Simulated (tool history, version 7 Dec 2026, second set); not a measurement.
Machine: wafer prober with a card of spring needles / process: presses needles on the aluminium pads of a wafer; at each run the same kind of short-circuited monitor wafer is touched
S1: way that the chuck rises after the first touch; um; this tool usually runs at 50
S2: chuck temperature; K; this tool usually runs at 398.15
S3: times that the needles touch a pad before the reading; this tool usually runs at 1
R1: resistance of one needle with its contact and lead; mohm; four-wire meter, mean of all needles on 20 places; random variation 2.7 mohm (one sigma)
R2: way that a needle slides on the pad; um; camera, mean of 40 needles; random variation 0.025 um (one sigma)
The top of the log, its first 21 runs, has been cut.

run 22 hour=284.1 | S1=47 S2=310.15 S3=1 | R1=511 R2=9.41
run 23 hour=293.2 | S1=50 S2=325.15 S3=1 | R1=500 R2=10.06
-- hour=302.7 tips cleaned on abrasive film
run 24 hour=309.4 | S1=38 S2=324.15 S3=1 | R1=442 R2=7.52
run 25 hour=316.9 | S1=31 S2=394.15 S3=1 | R1=620 R2=6.11
run 26 hour=332.3 | S1=58 S2=398.15 S3=1 | R1=428 R2=11.66
run 27 hour=343.6 | S1=67 S2=335.15 S3=2 | R1=361 R2=13.5
run 28 hour=351.1 | S1=67 S2=335.15 S3=2 | R1=354 R2=13.53
-- hour=355.8 tips cleaned on abrasive film
run 29 hour=367.7 | S1=44 S2=307.15 S3=1 | R1=432 R2=8.77
run 30 hour=383.2 | S1=44 S2=307.15 S3=1 | R1=524 R2=8.8
run 31 hour=396 | S1=44 S2=307.15 S3=1 | R1=572 R2=8.76
-- hour=408.7 tips cleaned on abrasive film
run 32 hour=411.5 | S1=45 S2=304.15 S3=2 | R1=316 R2=8.99
run 33 hour=427.7 | S1=50 S2=398.15 S3=3 | R1=359 R2=10.02
run 34 hour=441 | S1=37 S2=398.15 S3=3 | R1=434 R2=7.29

3 options for the next run, each taken on its own from the tool as it stands now. Forecast them:
run A hour=453.3 | S1=50 S2=327.15 S3=2 | R1=? R2=?
run B hour=453.3 | S1=50 S2=310.15 S3=2 | R1=? R2=?
run C hour=453.3 | S1=69 S2=307.15 S3=3 | R1=? R2=?

run=A R1=425 R2=9.99
run=B R1=420 R2=10.01
run=C R1=320 R2=13.9
The same runs, with their run-to-run variation unchanged, on a tool lacking any hidden condition would have given:
run=A R1=291 R2=10.3
run=B R1=284 R2=10.32
run=C R1=276 R2=14.2

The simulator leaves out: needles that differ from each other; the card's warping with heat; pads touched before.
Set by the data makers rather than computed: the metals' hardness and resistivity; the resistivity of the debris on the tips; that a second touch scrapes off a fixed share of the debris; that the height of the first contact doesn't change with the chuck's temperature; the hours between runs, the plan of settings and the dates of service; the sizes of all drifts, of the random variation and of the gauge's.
